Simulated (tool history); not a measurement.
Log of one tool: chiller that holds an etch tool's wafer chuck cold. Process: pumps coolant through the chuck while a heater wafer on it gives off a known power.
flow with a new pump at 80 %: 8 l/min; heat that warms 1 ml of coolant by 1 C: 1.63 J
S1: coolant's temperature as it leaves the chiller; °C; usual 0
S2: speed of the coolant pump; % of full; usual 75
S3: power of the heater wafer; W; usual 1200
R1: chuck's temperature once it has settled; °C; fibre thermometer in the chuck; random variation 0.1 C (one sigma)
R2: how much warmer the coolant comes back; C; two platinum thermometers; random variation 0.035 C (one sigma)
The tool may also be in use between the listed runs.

run 1 hour=0.0 | S1=0 S2=75 S3=1200 | R1=11.3 R2=6.01
run 2 hour=154.3 | S1=0 S2=71 S3=1200 | R1=11.8 R2=6.28
run 3 hour=319.1 | S1=0 S2=71 S3=1200 | R1=12.0 R2=6.35
run 4 hour=449.7 | S1=0 S2=71 S3=1200 | R1=12.0 R2=6.32
run 5 hour=620.1 | S1=0 S2=71 S3=1200 | R1=12.1 R2=6.42
run 6 hour=747.1 | S1=0 S2=71 S3=1200 | R1=12.0 R2=6.39
run 7 hour=903.3 | S1=-4 S2=75 S3=1200 | R1=7.6 R2=6.05
run 8 hour=1123.1 | S1=-4 S2=75 S3=1200 | R1=7.4 R2=5.96
run 9 hour=1333.8 | S1=0 S2=75 S3=1528 | R1=14.8 R2=7.76
run 10 hour=1468.1 | S1=0 S2=75 S3=1528 | R1=14.6 R2=7.63
run 11 hour=1689.8 | S1=0 S2=75 S3=1528 | R1=14.8 R2=7.73
run 12 hour=1810.0 | S1=0 S2=75 S3=1200 | R1=11.5 R2=6.07
run 13 hour=1913.5 | S1=0 S2=66 S3=1200 | R1=13.0 R2=7.03
run 14 hour=2118.2 | S1=0 S2=66 S3=1200 | R1=13.2 R2=7.08
run 15 hour=2323.3 | S1=0 S2=81 S3=1200 | R1=11.0 R2=5.60
run 16 hour=2460.4 | S1=-9 S2=85 S3=1200 | R1=1.6 R2=5.31
-- hour=2515.6 chiller's thermometer calibrated
run 17 hour=2682.3 | S1=-6 S2=75 S3=1200 | R1=5.9 R2=6.12
run 18 hour=2898.0 | S1=-6 S2=75 S3=1200 | R1=5.9 R2=6.12
run 19 hour=3011.9 | S1=-6 S2=78 S3=665 | R1=0.4 R2=3.25
run 20 hour=3185.6 | S1=0 S2=76 S3=1024 | R1=10.1 R2=5.20
run 21 hour=3294.9 | S1=5 S2=89 S3=1363 | R1=16.6 R2=5.75
run 22 hour=3490.9 | S1=-3 S2=99 S3=1552 | R1=9.1 R2=5.92
run 23 hour=3618.6 | S1=0 S2=81 S3=1200 | R1=11.3 R2=5.64
run 24 hour=3827.8 | S1=0 S2=81 S3=1200 | R1=11.5 R2=5.74
run 25 hour=3986.2 | S1=0 S2=74 S3=1285 | R1=13.3 R2=6.72
run 26 hour=4105.3 | S1=0 S2=74 S3=1285 | R1=13.3 R2=6.77
run 27 hour=4231.1 | S1=3 S2=74 S3=1645 | R1=20.1 R2=8.68
run 28 hour=4400.8 | S1=0 S2=96 S3=951 | R1=7.9 R2=3.76
run 29 hour=4620.5 | S1=0 S2=96 S3=951 | R1=8.0 R2=3.79
run 30 hour=4716.4 | S1=1 S2=99 S3=1200 | R1=10.6 R2=4.66

Measured less the same run without the tool's hidden state. The same run-to-run variation is in both; the gauge's scatter may not be:
The hidden state here: heat passed by the chuck's channels, % of clean ones'; flow at a given pump speed, % of a new pump's; coolant's true temperature over the reading, C; drift of the gauge itself on chuck_c, C; drift of the gauge itself on warmer_back_c, C.
run=1 R1=+0.2 R2=+0.01
run=2 R1=+0.3 R2=+0.03
run=3 R1=+0.3 R2=+0.04
run=4 R1=+0.3 R2=+0.05
run=5 R1=+0.3 R2=+0.06
run=6 R1=+0.4 R2=+0.07
run=7 R1=+0.3 R2=+0.07
run=8 R1=+0.4 R2=+0.09
run=9 R1=+0.6 R2=+0.13
run=10 R1=+0.6 R2=+0.14
run=11 R1=+0.7 R2=+0.17
run=12 R1=+0.5 R2=+0.13
run=13 R1=+0.6 R2=+0.17
run=14 R1=+0.7 R2=+0.18
run=15 R1=+0.6 R2=+0.16
run=16 R1=+0.6 R2=+0.16
run=17 R1=+0.9 R2=+0.20
run=18 R1=+1.0 R2=+0.21
run=19 R1=+0.6 R2=+0.12
run=20 R1=+0.9 R2=+0.19
run=21 R1=+1.0 R2=+0.22
run=22 R1=+1.1 R2=+0.24
run=23 R1=+1.1 R2=+0.24
run=24 R1=+1.1 R2=+0.25
run=25 R1=+1.3 R2=+0.30
run=26 R1=+1.2 R2=+0.31
run=27 R1=+1.7 R2=+0.42
run=28 R1=+0.8 R2=+0.18
run=29 R1=+0.8 R2=+0.20
run=30 R1=+1.0 R2=+0.25
